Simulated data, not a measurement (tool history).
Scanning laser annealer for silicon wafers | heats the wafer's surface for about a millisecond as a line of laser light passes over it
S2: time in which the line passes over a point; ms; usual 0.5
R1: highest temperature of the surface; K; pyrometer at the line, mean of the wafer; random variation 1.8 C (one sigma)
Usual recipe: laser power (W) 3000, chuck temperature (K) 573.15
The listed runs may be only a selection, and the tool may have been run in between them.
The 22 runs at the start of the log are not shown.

Run 23, hour 700.2: usual settings but laser power (W) 2987, S2 0.518 ms, chuck temperature (K) 587.15. Result: R1 1337.15 K.
Run 24, hour 737.4: usual settings but laser power (W) 2987, S2 0.518 ms, chuck temperature (K) 587.15. Result: R1 1335.15 K.
Run 25, hour 781.4: usual settings but laser power (W) 2987, S2 0.518 ms, chuck temperature (K) 587.15. Result: R1 1334.15 K.
Run 26, hour 812.7: usual settings but laser power (W) 2819, S2 0.352 ms. Result: R1 1149.15 K.
Run 27, hour 831.5: usual settings but laser power (W) 2819, S2 0.352 ms. Result: R1 1148.15 K.
Run 28, hour 870: usual settings but laser power (W) 2611, S2 0.56 ms, chuck temperature (K) 608.15. Result: R1 1254.15 K.
Run 29, hour 905.5: usual settings but laser power (W) 2611, S2 0.56 ms, chuck temperature (K) 608.15. Result: R1 1258.15 K.
Run 30, hour 946: usual settings but laser power (W) 2813, S2 0.592 ms, chuck temperature (K) 584.15. Result: R1 1316.15 K.
Run 31, hour 986.4: usual settings but laser power (W) 3128, S2 0.592 ms, chuck temperature (K) 584.15. Result: R1 1424.15 K.
Run 32, hour 1008.5: usual settings but laser power (W) 3128, S2 0.592 ms, chuck temperature (K) 584.15. Result: R1 1425.15 K.
Run 33, hour 1033.9: usual settings but laser power (W) 2775, S2 0.457 ms, chuck temperature (K) 605.15. Result: R1 1241.15 K.
Run 34, hour 1052.7: usual settings but S2 0.609 ms, chuck temperature (K) 581.15. Result: R1 1387.15 K.
Run 35, hour 1091.2: usual settings but S2 0.609 ms, chuck temperature (K) 581.15. Result: R1 1386.15 K.
Run 36, hour 1109.8: usual settings but S2 0.609 ms, chuck temperature (K) 581.15. Result: R1 1383.15 K.
Run 37, hour 1150: usual settings but laser power (W) 3112, chuck temperature (K) 588.15. Result: R1 1356.15 K.
Run 38, hour 1179.1: usual settings but laser power (W) 3112, chuck temperature (K) 588.15. Result: R1 1352.15 K.
Run 39, hour 1221.3: usual settings but laser power (W) 3052, chuck temperature (K) 583.15. Result: R1 1328.15 K.
Run 40, hour 1246.5: usual settings but laser power (W) 3052, chuck temperature (K) 583.15. Result: R1 1331.15 K.
Run 41, hour 1265.2: usual settings but laser power (W) 3052, chuck temperature (K) 583.15. Result: R1 1329.15 K.

Forecast each of these 3 alternatives for the next run:
Run A, hour 1296.2: usual settings but laser power (W) 3052, S2 0.594 ms, chuck temperature (K) 583.15. Result: R1 ?.
Run B, hour 1296.2: usual settings but laser power (W) 3206. Result: R1 ?.
Run C, hour 1296.2: usual settings but laser power (W) 2989, S2 0.54 ms. Result: R1 ?.

run       R1
  A  1390.15
  B  1363.15
  C  1326.15
Stripped of hidden state, with their random variation kept, the same runs would have yielded:
run       R1
  A  1414.15
  B  1386.15
  C  1348.15

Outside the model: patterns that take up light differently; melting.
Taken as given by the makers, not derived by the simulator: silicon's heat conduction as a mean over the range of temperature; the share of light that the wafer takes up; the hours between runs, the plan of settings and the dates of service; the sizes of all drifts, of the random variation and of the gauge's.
